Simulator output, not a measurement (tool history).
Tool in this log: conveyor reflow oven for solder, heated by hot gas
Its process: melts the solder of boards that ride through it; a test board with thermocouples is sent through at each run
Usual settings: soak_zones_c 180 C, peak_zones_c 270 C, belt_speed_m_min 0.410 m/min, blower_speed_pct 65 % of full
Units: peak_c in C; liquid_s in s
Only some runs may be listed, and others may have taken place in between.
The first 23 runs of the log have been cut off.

run     day  soak_zones_c  peak_zones_c  belt_speed_m_min  blower_speed_pct  peak_c  liquid_s
 24   9.854           170           275             0.467                73   254.2      66.2
 25  10.446           177           281             0.410                65   263.3      87.1
 26  10.792           180           265             0.410                73   251.3      79.8
 27  11.371           175           261             0.462                57   238.8      50.9
 28  11.962           175           261             0.462                57   239.0      51.0
 29  12.288           175           261             0.462                57   239.3      51.3
 30  12.538           175           269             0.468                76   251.1      65.8
 31  13.158           166           275             0.411                84   260.8      81.1
 32  13.417           166           275             0.411                84   260.7      81.1

Forecast each of these 3 alternatives for the next run:
  A  13.942           166           275             0.413                84       ?         ?
  B  13.942           183           275             0.411                84       ?         ?
  C  13.942           195           270             0.410                65       ?         ?

run  peak_c  liquid_s
  A   260.3      80.5
  B   262.9      90.1
  C   256.7      92.7
Had the tool no hidden state, the same runs would have come out as:
run  peak_c  liquid_s
  A   260.3      80.5
  B   262.9      90.1
  C   256.7      92.7

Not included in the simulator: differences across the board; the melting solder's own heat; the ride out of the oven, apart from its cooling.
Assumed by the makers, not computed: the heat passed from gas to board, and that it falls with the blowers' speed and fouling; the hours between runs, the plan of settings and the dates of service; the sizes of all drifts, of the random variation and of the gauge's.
